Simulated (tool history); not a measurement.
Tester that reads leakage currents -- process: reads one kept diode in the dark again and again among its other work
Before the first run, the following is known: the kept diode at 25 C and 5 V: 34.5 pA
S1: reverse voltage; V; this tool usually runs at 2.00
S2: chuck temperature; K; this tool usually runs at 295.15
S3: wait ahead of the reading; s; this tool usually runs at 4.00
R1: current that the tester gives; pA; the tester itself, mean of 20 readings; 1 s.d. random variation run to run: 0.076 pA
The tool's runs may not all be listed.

run 1 hour=0.0 | S1=2.00 S2=295.15 S3=4.00 | R1=18.77
run 2 hour=42.7 | S1=2.00 S2=295.15 S3=0.82 | R1=19.10
run 3 hour=115.0 | S1=2.00 S2=295.15 S3=2.53 | R1=18.84
run 4 hour=194.3 | S1=2.00 S2=332.15 S3=4.00 | R1=425.42
run 5 hour=276.4 | S1=7.79 S2=295.15 S3=4.00 | R1=29.96
run 6 hour=322.4 | S1=7.79 S2=295.15 S3=4.00 | R1=30.21
run 7 hour=399.8 | S1=1.18 S2=295.15 S3=4.00 | R1=15.53
run 8 hour=496.7 | S1=1.15 S2=295.15 S3=4.00 | R1=15.30
run 9 hour=568.4 | S1=1.15 S2=295.15 S3=4.00 | R1=15.25
run 10 hour=614.5 | S1=2.00 S2=295.15 S3=4.00 | R1=18.39
run 11 hour=666.9 | S1=2.00 S2=295.15 S3=4.00 | R1=18.37
run 12 hour=757.9 | S1=2.00 S2=295.15 S3=4.00 | R1=18.34
run 13 hour=812.9 | S1=2.00 S2=330.15 S3=4.00 | R1=357.38
run 14 hour=864.6 | S1=2.00 S2=330.15 S3=0.57 | R1=355.71
run 15 hour=924.6 | S1=1.53 S2=295.15 S3=1.40 | R1=16.81
run 16 hour=970.7 | S1=1.53 S2=295.15 S3=1.40 | R1=16.78
run 17 hour=1056.9 | S1=3.04 S2=295.15 S3=4.29 | R1=21.03

What does the tool deliver on the next run?
run 18 hour=1134.2 | S1=16.93 S2=332.15 S3=6.40 | R1=?

Run 18 produced R1 838.14 pA.
Without the tool's hidden state the same run would have given R1 892.44 pA.

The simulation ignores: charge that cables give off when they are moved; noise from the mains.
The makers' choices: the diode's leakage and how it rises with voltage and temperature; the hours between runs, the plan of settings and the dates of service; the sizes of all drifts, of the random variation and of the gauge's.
